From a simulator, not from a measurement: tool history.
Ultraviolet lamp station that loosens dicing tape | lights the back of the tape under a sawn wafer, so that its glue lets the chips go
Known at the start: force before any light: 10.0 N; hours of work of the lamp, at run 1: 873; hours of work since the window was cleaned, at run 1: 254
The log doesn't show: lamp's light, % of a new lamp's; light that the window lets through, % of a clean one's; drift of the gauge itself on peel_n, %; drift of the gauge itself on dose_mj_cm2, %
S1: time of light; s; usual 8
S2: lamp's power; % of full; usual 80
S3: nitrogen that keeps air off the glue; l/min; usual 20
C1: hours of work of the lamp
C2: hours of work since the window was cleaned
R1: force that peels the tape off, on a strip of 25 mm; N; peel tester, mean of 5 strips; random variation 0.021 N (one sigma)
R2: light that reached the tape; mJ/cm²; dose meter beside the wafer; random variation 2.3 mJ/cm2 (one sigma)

run    hour  S1  S2  S3    C1   C2     R1   R2
  1     0.0   8  80  20   873  254  1.986  161
  2    36.6   8  80  24   890  271  1.903  158
  3    83.3   8  80  24   912  292  1.937  152
  4   119.8   8  80  20   928  309  2.117  148
  5   142.5   8  80  20   939  320  2.273  150
  6   164.7   8  80  20   949  330  2.265  148
  7   199.3   8  80  10   965  346  3.318  151
  8   226.8   8  80  10   978  358  3.367  148
  9   246.3   8  80  22   987  367  2.211  144
 10   277.7   8  80  22  1001  382  2.352  143
 11   322.8   8  80  22  1022  403  2.330  142
      336.6  -- window cleaned of glue's vapour
 12   360.8  15  80  22  1039   11  0.553  315
      371.5  -- lamp changed
 13   396.8   8  80  20    12   27  1.059  237
 14   438.1   8  80  20    31   46  1.051  232
 15   463.6   8  80  20    43   58  1.116  229
 16   503.2   8  80  20    61   76  1.119  230
 17   533.1   8  80  20    75   90  1.148  230
 18   553.7   8  80  20    84  100  1.182  224
 19   598.6   8  80  20   105  120  1.164  220
 20   619.3   8  76  20   114  130  1.357  214
 21   662.7   8  76  20   134  150  1.393  209
 22   706.5   8  76  20   155  170  1.423  202
 23   746.8   8  76  20   173  189  1.463  198
 24   772.8   6  77  20   185  201  2.171  150
 25   798.5   6  83  16   197  213  2.344  160
 26   843.3   4  69  32   218  233  3.596   86
 27   865.1  11  69  20   228  243  1.063  236
 28   896.7  11  80  16   242  258  0.994  268
 29   929.1  10  84  19   257  273  0.897  258
 30   963.8   9  66  15   273  289  2.060  176
 31   985.7  14  66  23   283  299  0.699  278
 32  1019.7   9  80  20   299  315  1.267  220
 33  1066.0   9  80  20   321  336  1.261  213
 34  1088.5   9  80  20   331  347  1.354  211
 35  1108.2   9  80  20   340  356  1.314  205
 36  1148.3   6  80  24   359  374  2.300  137
 37  1170.7  11  95  24   369  384  0.621  291
 38  1210.0   6  79  24   387  403  2.450  129
     1225.3  -- window cleaned of glue's vapour
 39  1253.9   8  67  20   407   13  1.770  177
 40  1275.3   8  67  20   417   23  1.751  173
 41  1312.8   8  67  20   434   40  1.810  180
 42  1338.4   8  67  20   446   52  1.848  172

Forecast each of these 4 alternatives for the next run:
  A  1381.0   7  80   9  466  72   ?   ?
  B  1381.0  10  67  20  466  72   ?   ?
  C  1381.0  10  67  20  466  72   ?   ?
  D  1381.0  13  99  20  466  72   ?   ?

run     R1   R2
  A  2.765  177
  B  1.311  209
  C  1.331  214
  D  0.380  409
Without the tool's hidden state the same runs would have given:
run     R1   R2
  A  2.165  213
  B  0.925  252
  C  0.939  257
  D  0.300  492
